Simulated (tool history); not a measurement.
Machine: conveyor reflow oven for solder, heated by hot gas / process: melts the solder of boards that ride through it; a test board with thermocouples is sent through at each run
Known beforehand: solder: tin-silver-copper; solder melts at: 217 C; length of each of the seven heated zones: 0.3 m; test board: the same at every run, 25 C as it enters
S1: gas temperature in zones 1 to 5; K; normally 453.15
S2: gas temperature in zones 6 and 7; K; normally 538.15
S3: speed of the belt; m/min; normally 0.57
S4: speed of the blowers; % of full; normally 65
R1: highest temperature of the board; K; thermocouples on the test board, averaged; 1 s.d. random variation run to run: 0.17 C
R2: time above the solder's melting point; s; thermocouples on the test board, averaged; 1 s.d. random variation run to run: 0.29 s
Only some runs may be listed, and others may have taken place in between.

Run 1, hour 0: usual settings. Result: R1 523.45 K, R2 48.7 s.
Run 2, hour 27.1: usual settings. Result: R1 524.75 K, R2 49.1 s.
Run 3, hour 50.5: usual settings but S4 85 % of full. Result: R1 528.85 K, R2 52.7 s.
Run 4, hour 77.3: usual settings but S4 85 % of full. Result: R1 528.55 K, R2 52.5 s.
Run 5, hour 96.5: usual settings but S4 85 % of full. Result: R1 529.05 K, R2 52.2 s.
Run 6, hour 122.7: usual settings but S2 544.15 K. Result: R1 529.85 K, R2 51.5 s.
Run 7, hour 144.8: usual settings but S1 461.15 K, S2 544.15 K. Result: R1 530.85 K, R2 55 s.
Run 8, hour 162.5: usual settings but S1 461.15 K, S2 544.15 K. Result: R1 530.75 K, R2 55.1 s.
Run 9, hour 178.1: usual settings but S1 461.15 K, S2 544.15 K. Result: R1 530.85 K, R2 55.2 s.
Run 10, hour 190.8: usual settings but S1 461.15 K, S2 544.15 K. Result: R1 530.85 K, R2 55.1 s.
Run 11, hour 211.4: usual settings but S3 0.67 m/min. Result: R1 519.15 K, R2 37.9 s.
Run 12, hour 240.2: usual settings. Result: R1 524.25 K, R2 48.6 s.
Run 13, hour 270.4: usual settings. Result: R1 523.95 K, R2 48.9 s.
Run 14, hour 292.6: usual settings. Result: R1 524.15 K, R2 49.2 s.
Run 15, hour 322.2: usual settings. Result: R1 525.35 K, R2 49.6 s.
Run 16, hour 350.2: usual settings but S2 539.15 K, S3 0.531 m/min, S4 71 % of full. Result: R1 529.25 K, R2 56.8 s.
Run 17, hour 370.8: usual settings but S2 539.15 K, S3 0.531 m/min, S4 71 % of full. Result: R1 529.25 K, R2 56.8 s.
Run 18, hour 391.3: usual settings but S1 449.15 K, S2 535.15 K, S3 0.531 m/min, S4 71 % of full. Result: R1 524.95 K, R2 53.2 s.
Run 19, hour 413.7: usual settings but S1 440.15 K, S2 550.15 K, S4 53 % of full. Result: R1 529.05 K, R2 47.7 s.
Run 20, hour 427: usual settings but S1 440.15 K, S2 550.15 K, S3 0.563 m/min, S4 53 % of full. Result: R1 529.55 K, R2 48.2 s.
Run 21, hour 439.6: usual settings but S1 440.15 K, S2 550.15 K, S3 0.563 m/min, S4 53 % of full. Result: R1 529.75 K, R2 47.9 s.
Run 22, hour 454.1: usual settings but S1 466.15 K, S2 550.15 K, S3 0.563 m/min, S4 53 % of full. Result: R1 534.15 K, R2 59.5 s.
Run 23, hour 482.1: usual settings but S1 466.15 K, S2 550.15 K, S3 0.563 m/min, S4 53 % of full. Result: R1 534.45 K, R2 59.2 s.
Run 24, hour 508: usual settings but S1 452.15 K, S2 528.15 K, S3 0.66 m/min. Result: R1 512.25 K, R2 33.4 s.
Run 25, hour 521.4: usual settings but S1 448.15 K, S2 531.15 K, S3 0.665 m/min. Result: R1 513.75 K, R2 33.2 s.
Run 26, hour 551.1: usual settings but S1 449.15 K, S2 536.15 K, S3 0.525 m/min, S4 68 % of full. Result: R1 525.45 K, R2 53.4 s.
Run 27, hour 581.5: usual settings but S1 452.15 K, S3 0.592 m/min. Result: R1 523.65 K, R2 46.6 s.
Run 28, hour 602: usual settings but S1 467.15 K, S3 0.546 m/min. Result: R1 527.85 K, R2 59.1 s.
Run 29, hour 624.5: usual settings but S1 467.15 K, S3 0.546 m/min. Result: R1 528.05 K, R2 59.8 s.
Run 30, hour 641.1: usual settings but S1 467.15 K, S2 535.15 K, S3 0.546 m/min, S4 90 % of full. Result: R1 528.85 K, R2 60.5 s.

Between the runs listed above, the log contained 3 entries, not reproduced here. Where in the sequence does each belong, and how does what the log doesn't record of the tool's condition differ from the listed run before to the listed run after?
After run 1, before run 2: thermocouples of zones 6 and 7 changed (hour 24.4)
  heat that the gas passes to the board, % of a clean oven's: 96.5 -> 96.4; belt's true speed, % of the reading: 99.62 -> 99.59; true gas temperature in zones 6 and 7 over the reading, C: -1.57 -> -0.04
  the result without the hidden state subtracted from the measured one, R1: -1.9 -> -0.6 K; R2: -1 -> -0.2 s
After run 6, before run 7: flux residue cleaned out of gas plates and filters (hour 132.3)
  heat that the gas passes to the board, % of a clean oven's: 96 -> 94.5; belt's true speed, % of the reading: 99.48 -> 99.45; true gas temperature in zones 6 and 7 over the reading, C: -0.12 -> -0.13
  the result without the hidden state subtracted from the measured one, R1: -0.8 -> -1 K; R2: -0.2 -> -0.3 s
After run 14, before run 15: flux residue cleaned out of gas plates and filters, once more (hour 312.3)
  heat that the gas passes to the board, % of a clean oven's: 93.8 -> 99.9; belt's true speed, % of the reading: 99.29 -> 99.25; true gas temperature in zones 6 and 7 over the reading, C: -0.25 -> -0.27
  the result without the hidden state subtracted from the measured one, R1: -1.3 -> -0.1 K; R2: -0.6 -> +0.3 s
